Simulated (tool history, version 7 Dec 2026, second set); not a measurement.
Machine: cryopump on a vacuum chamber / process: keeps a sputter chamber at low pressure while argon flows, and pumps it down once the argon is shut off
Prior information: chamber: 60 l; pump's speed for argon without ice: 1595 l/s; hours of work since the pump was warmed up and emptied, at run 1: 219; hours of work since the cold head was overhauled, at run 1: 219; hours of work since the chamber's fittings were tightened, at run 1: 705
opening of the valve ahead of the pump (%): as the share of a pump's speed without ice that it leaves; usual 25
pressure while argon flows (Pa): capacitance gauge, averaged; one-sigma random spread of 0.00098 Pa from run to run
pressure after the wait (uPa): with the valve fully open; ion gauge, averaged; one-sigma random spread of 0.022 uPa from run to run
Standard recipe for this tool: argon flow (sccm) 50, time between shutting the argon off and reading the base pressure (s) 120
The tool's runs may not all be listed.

| run | day | argon flow (sccm) | time between shutting the argon off and reading the base pressure (s) | opening of the valve ahead of the pump (%) | hours of work since the pump was warmed up and emptied | hours of work since the cold head was overhauled | hours of work since the chamber's fittings were tightened | pressure while argon flows (Pa) | pressure after the wait (uPa) |
|---|---|---|---|---|---|---|---|---|---|
| 1 | 0 | 50 | 120 | 25 | 219 | 219 | 705 | 0.2208 | 1.72 |
| 2 | 0.817 | 50 | 120 | 25 | 227 | 227 | 713 | 0.2231 | 1.69 |
| 3 | 1.358 | 50 | 120 | 25 | 233 | 233 | 718 | 0.2241 | 1.73 |
| 4 | 1.712 | 50 | 120 | 25 | 236 | 236 | 722 | 0.2252 | 1.76 |
| 5 | 2.321 | 36 | 120 | 25 | 242 | 242 | 728 | 0.1624 | 1.73 |
| 6 | 2.796 | 50 | 198 | 25 | 247 | 247 | 733 | 0.2252 | 1.63 |
| 7 | 3.346 | 50 | 198 | 25 | 253 | 253 | 738 | 0.227 | 1.67 |
| 8 | 3.742 | 50 | 198 | 25 | 257 | 257 | 742 | 0.2246 | 1.69 |
| 9 | 4.117 | 80 | 120 | 25 | 260 | 260 | 746 | 0.3593 | 1.78 |
| 10 | 4.517 | 80 | 120 | 25 | 264 | 264 | 750 | 0.3625 | 1.84 |
| 11 | 5.188 | 57 | 120 | 25 | 271 | 271 | 757 | 0.2571 | 1.86 |
| 12 | 5.904 | 57 | 120 | 25 | 278 | 278 | 764 | 0.2596 | 1.78 |
| 13 | 6.504 | 57 | 120 | 25 | 284 | 284 | 770 | 0.2582 | 1.97 |
| 14 | 7.346 | 50 | 120 | 25 | 293 | 293 | 778 | 0.2295 | 1.95 |
| 15 | 7.996 | 50 | 120 | 25 | 299 | 299 | 785 | 0.2272 | 1.97 |
| 16 | 8.408 | 50 | 120 | 25 | 303 | 303 | 789 | 0.2285 | 1.92 |
| 17 | 8.767 | 50 | 120 | 25 | 307 | 307 | 793 | 0.2304 | 1.99 |
| 18 | 9.412 | 50 | 110 | 16 | 314 | 314 | 799 | 0.3511 | 2.05 |
| 19 | 9.942 | 50 | 110 | 16 | 319 | 319 | 805 | 0.3494 | 2.1 |
| 20 | 10.467 | 50 | 110 | 16 | 324 | 324 | 810 | 0.3504 | 2.12 |
| 21 | 11.292 | 26 | 69 | 20 | 332 | 332 | 818 | 0.147 | 2.3 |
| 22 | 11.988 | 40 | 237 | 37 | 339 | 339 | 825 | 0.1306 | 1.85 |
| 23 | 12.804 | 40 | 237 | 37 | 348 | 348 | 833 | 0.1296 | 1.94 |
| 24 | 13.296 | 50 | 27 | 25 | 353 | 353 | 838 | 0.232 | 3.41 |
| 25 | 13.962 | 50 | 27 | 25 | 359 | 359 | 845 | 0.2326 | 3.31 |
| 26 | 14.804 | 50 | 27 | 25 | 368 | 368 | 853 | 0.2346 | 3.34 |
| 27 | 15.2 | 50 | 27 | 25 | 372 | 372 | 857 | 0.2345 | 3.39 |
| 28 | 15.871 | 46 | 27 | 25 | 378 | 378 | 864 | 0.2146 | 3.38 |
| 29 | 16.25 | 46 | 27 | 25 | 382 | 382 | 868 | 0.2161 | 3.54 |
| 30 | 16.604 | 46 | 27 | 25 | 386 | 386 | 872 | 0.218 | 3.44 |
| 31 | 17.388 | 46 | 27 | 25 | 394 | 394 | 879 | 0.2166 | 3.59 |
| 32 | 17.738 | 56 | 120 | 25 | 397 | 397 | 883 | 0.263 | 2.25 |
| 33 | 18.079 | 61 | 25 | 25 | 401 | 401 | 886 | 0.287 | 3.6 |

3 options for the next run, each taken on its own from the tool as it stands now. Forecast them:
| A | 18.808 | 94 | 49 | 46 | 408 | 408 | 894 | ? | ? |
| B | 18.808 | 50 | 55 | 20 | 408 | 408 | 894 | ? | ? |
| C | 18.808 | 61 | 21 | 16 | 408 | 408 | 894 | ? | ? |

| run | pressure while argon flows (Pa) | pressure after the wait (uPa) |
|---|---|---|
| A | 0.2645 | 2.86 |
| B | 0.2889 | 2.76 |
| C | 0.4345 | 4.09 |
With the hidden condition removed and each run's random variation left untouched, the same runs would have given:
| run | pressure while argon flows (Pa) | pressure after the wait (uPa) |
|---|---|---|
| A | 0.2174 | 1.07 |
| B | 0.264 | 0.96 |
| C | 0.4041 | 2.27 |

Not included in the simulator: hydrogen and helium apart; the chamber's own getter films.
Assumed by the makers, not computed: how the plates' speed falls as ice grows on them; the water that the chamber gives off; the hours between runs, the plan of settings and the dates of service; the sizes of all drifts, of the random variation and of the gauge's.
